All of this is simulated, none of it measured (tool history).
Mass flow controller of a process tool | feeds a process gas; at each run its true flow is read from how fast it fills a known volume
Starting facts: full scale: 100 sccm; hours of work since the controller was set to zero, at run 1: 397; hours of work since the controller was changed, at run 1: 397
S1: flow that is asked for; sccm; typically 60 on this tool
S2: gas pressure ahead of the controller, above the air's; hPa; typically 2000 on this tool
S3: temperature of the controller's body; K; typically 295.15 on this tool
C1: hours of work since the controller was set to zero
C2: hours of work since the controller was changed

Run 1, hour 0.0: usual settings; C1 397; C2 397. Result: true flow (%) 98.85.
Run 2, hour 56.8: usual settings; C1 424; C2 424. Result: true flow (%) 99.07.
Run 3, hour 125.2: usual settings; C1 457; C2 457. Result: true flow (%) 98.82.
Run 4, hour 194.0: usual settings; C1 491; C2 491. Result: true flow (%) 98.89.
Run 5, hour 264.4: usual settings; C1 525; C2 525. Result: true flow (%) 98.95.
Run 6, hour 336.4: usual settings; C1 559; C2 559. Result: true flow (%) 98.98.
Run 7, hour 405.2: usual settings; C1 593; C2 593. Result: true flow (%) 99.07.
Run 8, hour 467.0: usual settings but S2 2700 hPa; C1 623; C2 623. Result: true flow (%) 99.51.
At hour 470.6: controller's zero set anew.
Run 9, hour 501.6: usual settings but S2 2700 hPa; C1 15; C2 639. Result: true flow (%) 99.56.
Run 10, hour 571.7: usual settings but S2 2700 hPa; C1 49; C2 673. Result: true flow (%) 99.56.
Run 11, hour 605.3: usual settings but S2 2030 hPa; C1 65; C2 689. Result: true flow (%) 99.10.
Run 12, hour 664.1: usual settings but S2 2030 hPa; C1 94; C2 718. Result: true flow (%) 99.13.
Run 13, hour 727.5: usual settings but S1 36 sccm, S2 2030 hPa, S3 306.15 K; C1 124; C2 748. Result: true flow (%) 99.47.
Run 14, hour 768.3: usual settings but S1 36 sccm, S2 2030 hPa, S3 310.15 K; C1 144; C2 768. Result: true flow (%) 99.95.
Run 15, hour 800.5: usual settings but S1 36 sccm, S2 2030 hPa, S3 310.15 K; C1 160; C2 784. Result: true flow (%) 99.87.
Run 16, hour 846.7: usual settings but S1 34 sccm, S2 1980 hPa, S3 304.15 K; C1 182; C2 806. Result: true flow (%) 99.40.
At hour 872.3: controller's zero set anew, once more.
Run 17, hour 880.4: usual settings but S1 30 sccm, S2 2430 hPa, S3 305.15 K; C1 4; C2 822. Result: true flow (%) 99.53.
Run 18, hour 958.2: usual settings but S1 10 sccm, S2 1600 hPa; C1 42; C2 860. Result: true flow (%) 98.23.
Run 19, hour 1000.2: usual settings but S1 10 sccm, S2 1600 hPa; C1 62; C2 880. Result: true flow (%) 98.45.
Run 20, hour 1063.6: usual settings but S2 2410 hPa; C1 93; C2 911. Result: true flow (%) 99.33.
Run 21, hour 1102.8: usual settings but S1 70 sccm, S2 2370 hPa, S3 302.15 K; C1 112; C2 930. Result: true flow (%) 99.84.
Run 22, hour 1146.6: usual settings but S1 70 sccm, S2 2370 hPa, S3 302.15 K; C1 133; C2 951. Result: true flow (%) 99.91.
Run 23, hour 1210.6: usual settings but S3 311.15 K; C1 164; C2 982. Result: true flow (%) 100.04.
Run 24, hour 1251.4: usual settings but S1 82 sccm, S2 2430 hPa, S3 297.15 K; C1 183; C2 1002. Result: true flow (%) 99.83.

Below are 4 alternative next runs, each starting from the tool's condition after run 24. Predict each:
Run A, hour 1299.4: usual settings but S1 10 sccm, S2 2430 hPa, S3 297.15 K; C1 207; C2 1025. Result: true flow (%) ?.
Run B, hour 1299.4: usual settings but S1 82 sccm, S2 2060 hPa, S3 297.15 K; C1 207; C2 1025. Result: true flow (%) ?.
Run C, hour 1299.4: usual settings but S1 36 sccm, S2 1640 hPa, S3 293.15 K; C1 207; C2 1025. Result: true flow (%) ?.
Run D, hour 1299.4: usual settings but S1 59 sccm, S2 1830 hPa, S3 303.15 K; C1 207; C2 1025. Result: true flow (%) ?.

run  true flow (%)
  A          99.25
  B          99.63
  C          98.25
  D          99.48
Without the tool's hidden state the same runs would have given:
run  true flow (%)
  A          98.43
  B          99.62
  C          98.11
  D          99.43
